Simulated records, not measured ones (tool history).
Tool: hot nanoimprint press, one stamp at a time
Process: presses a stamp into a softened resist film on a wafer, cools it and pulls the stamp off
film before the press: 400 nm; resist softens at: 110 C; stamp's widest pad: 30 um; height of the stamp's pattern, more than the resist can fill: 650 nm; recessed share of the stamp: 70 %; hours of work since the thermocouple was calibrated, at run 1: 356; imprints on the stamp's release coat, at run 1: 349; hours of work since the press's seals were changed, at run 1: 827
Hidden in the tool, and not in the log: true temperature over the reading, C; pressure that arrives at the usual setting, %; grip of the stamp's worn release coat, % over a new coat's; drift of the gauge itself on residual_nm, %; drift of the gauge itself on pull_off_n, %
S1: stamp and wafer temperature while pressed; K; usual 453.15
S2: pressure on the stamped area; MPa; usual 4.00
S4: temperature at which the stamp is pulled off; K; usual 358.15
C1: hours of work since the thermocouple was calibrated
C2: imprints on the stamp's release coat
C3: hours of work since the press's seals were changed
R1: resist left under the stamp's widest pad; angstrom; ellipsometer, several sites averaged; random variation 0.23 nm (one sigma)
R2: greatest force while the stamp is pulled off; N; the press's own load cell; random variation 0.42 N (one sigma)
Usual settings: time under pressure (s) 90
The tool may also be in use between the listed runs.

Run 1, hour 0.0: usual settings; C1 356; C2 349; C3 827. Result: R1 1492 angstrom, R2 96.3 N.
Run 2, hour 68.4: usual settings; C1 396; C2 492; C3 867. Result: R1 1487 angstrom, R2 98.3 N.
Run 3, hour 107.0: usual settings but S2 5.80 MPa; C1 419; C2 573; C3 890. Result: R1 1252 angstrom, R2 98.3 N.
Run 4, hour 154.2: usual settings but time under pressure (s) 66; C1 446; C2 672; C3 917. Result: R1 1675 angstrom, R2 99.1 N.
Run 5, hour 211.2: usual settings; C1 480; C2 792; C3 950. Result: R1 1481 angstrom, R2 99.8 N.
Run 6, hour 243.5: usual settings; C1 499; C2 859; C3 969. Result: R1 1479 angstrom, R2 99.8 N.
At hour 273.3: plate thermocouple calibrated.
Run 7, hour 307.1: usual settings; C1 20; C2 986; C3 1005. Result: R1 1551 angstrom, R2 102.2 N.
At hour 325.8: stamp cleaned and given a new release coat.
Run 8, hour 359.3: usual settings but S2 5.65 MPa; C1 47; C2 70; C3 1032. Result: R1 1327 angstrom, R2 95.4 N.
Run 9, hour 417.9: usual settings but S2 5.65 MPa; C1 81; C2 193; C3 1066. Result: R1 1324 angstrom, R2 95.4 N.
Run 10, hour 446.0: usual settings but S1 462.15 K; C1 97; C2 252; C3 1082. Result: R1 1132 angstrom, R2 96.5 N.
Run 11, hour 493.1: usual settings; C1 125; C2 351; C3 1110. Result: R1 1546 angstrom, R2 96.8 N.
At hour 515.5: press's hydraulic seals changed and the load cell set to zero.
Run 12, hour 555.8: usual settings but S2 5.98 MPa; C1 157; C2 465; C3 24. Result: R1 1231 angstrom, R2 98.4 N.
Run 13, hour 599.5: usual settings but S4 346.15 K; C1 182; C2 557; C3 49. Result: R1 1490 angstrom, R2 112.7 N.
Run 14, hour 659.8: usual settings but S4 346.15 K; C1 218; C2 683; C3 84. Result: R1 1485 angstrom, R2 114.0 N.
Run 15, hour 709.4: usual settings but S4 346.15 K; C1 247; C2 787; C3 113. Result: R1 1486 angstrom, R2 114.6 N.
Run 16, hour 745.2: usual settings but S2 5.20 MPa; C1 268; C2 863; C3 134. Result: R1 1308 angstrom, R2 100.7 N.
At hour 820.9: stamp cleaned and given a new release coat.
Run 17, hour 820.9: usual settings but S1 452.15 K, S2 3.99 MPa, time under pressure (s) 72, S4 362.15 K; C1 308; C2 0; C3 175. Result: R1 1679 angstrom, R2 90.0 N.
Run 18, hour 857.6: usual settings but S1 452.15 K, S2 3.66 MPa, time under pressure (s) 52, S4 362.15 K; C1 330; C2 77; C3 196. Result: R1 1966 angstrom, R2 90.0 N.
Run 19, hour 901.6: usual settings but S1 452.15 K, S2 3.66 MPa, time under pressure (s) 52, S4 362.15 K; C1 355; C2 169; C3 222. Result: R1 1959 angstrom, R2 90.8 N.
Run 20, hour 969.3: usual settings but S1 452.15 K, S2 3.66 MPa, time under pressure (s) 52, S4 362.15 K; C1 395; C2 311; C3 262. Result: R1 1960 angstrom, R2 91.7 N.
Run 21, hour 1000.4: usual settings but S1 444.15 K; C1 413; C2 376; C3 280. Result: R1 2021 angstrom, R2 96.2 N.
Run 22, hour 1038.1: usual settings but S1 464.15 K, S4 363.15 K; C1 435; C2 455; C3 302. Result: R1 1012 angstrom, R2 91.9 N.
Run 23, hour 1073.8: usual settings but S1 447.15 K, S2 5.09 MPa; C1 456; C2 530; C3 323. Result: R1 1631 angstrom, R2 97.9 N.
Run 24, hour 1111.0: usual settings but S1 459.15 K, time under pressure (s) 82, S4 357.15 K; C1 478; C2 608; C3 345. Result: R1 1243 angstrom, R2 99.5 N.
Run 25, hour 1165.3: usual settings but S1 459.15 K, time under pressure (s) 82, S4 357.15 K; C1 510; C2 722; C3 376. Result: R1 1234 angstrom, R2 99.9 N.
At hour 1177.3: plate thermocouple calibrated.
Run 26, hour 1230.2: usual settings but S1 459.15 K, S2 3.43 MPa, time under pressure (s) 82, S4 352.15 K; C1 31; C2 851; C3 412. Result: R1 1396 angstrom, R2 109.7 N.
Run 27, hour 1267.1: usual settings but S1 459.15 K, S2 3.43 MPa, time under pressure (s) 82, S4 352.15 K; C1 52; C2 929; C3 434. Result: R1 1392 angstrom, R2 110.2 N.
At hour 1311.6: stamp cleaned and given a new release coat.
Run 28, hour 1333.1: usual settings but S1 459.15 K, S2 3.43 MPa, time under pressure (s) 82, S4 352.15 K; C1 88; C2 46; C3 469. Result: R1 1391 angstrom, R2 101.8 N.
Run 29, hour 1381.3: usual settings but S1 459.15 K, S2 3.43 MPa, time under pressure (s) 128, S4 346.15 K; C1 116; C2 147; C3 497. Result: R1 1151 angstrom, R2 109.6 N.
Run 30, hour 1412.5: usual settings but S1 445.15 K, time under pressure (s) 93; C1 134; C2 212; C3 515. Result: R1 2000 angstrom, R2 96.7 N.
Run 31, hour 1452.1: usual settings but S1 445.15 K, time under pressure (s) 93; C1 157; C2 295; C3 539. Result: R1 1991 angstrom, R2 97.5 N.

Hidden state or all else? Some run-to-run changes of R1, split into what the settings, what came in and random variation would give without the hidden state, and what is left for the hidden state (with any gauge scatter that isn't in both results):
Run 6 -> 7: plate thermocouple calibrated. R1 +72 angstrom: hidden state +74, all else -2.
Run 11 -> 12: S2 4.00 -> 5.98, press's hydraulic seals changed and the load cell set to zero. R1 -315 angstrom: hidden state -44, all else -271.
Run 21 -> 22: S1 444.15 -> 464.15, S4 358.15 -> 363.15. R1 -1009 angstrom: hidden state +30, all else -1039.
Run 22 -> 23: S1 464.15 -> 447.15, S2 4.00 -> 5.09, S4 363.15 -> 358.15. R1 +619 angstrom: hidden state -23, all else +642.
Run 25 -> 26: S2 4.00 -> 3.43, S4 357.15 -> 352.15, plate thermocouple calibrated. R1 +162 angstrom: hidden state +60, all else +102.
Run 29 -> 30: S1 459.15 -> 445.15, S2 3.43 -> 4.00, time under pressure (s) 128 -> 93, S4 346.15 -> 358.15. R1 +849 angstrom: hidden state +6, all else +843.

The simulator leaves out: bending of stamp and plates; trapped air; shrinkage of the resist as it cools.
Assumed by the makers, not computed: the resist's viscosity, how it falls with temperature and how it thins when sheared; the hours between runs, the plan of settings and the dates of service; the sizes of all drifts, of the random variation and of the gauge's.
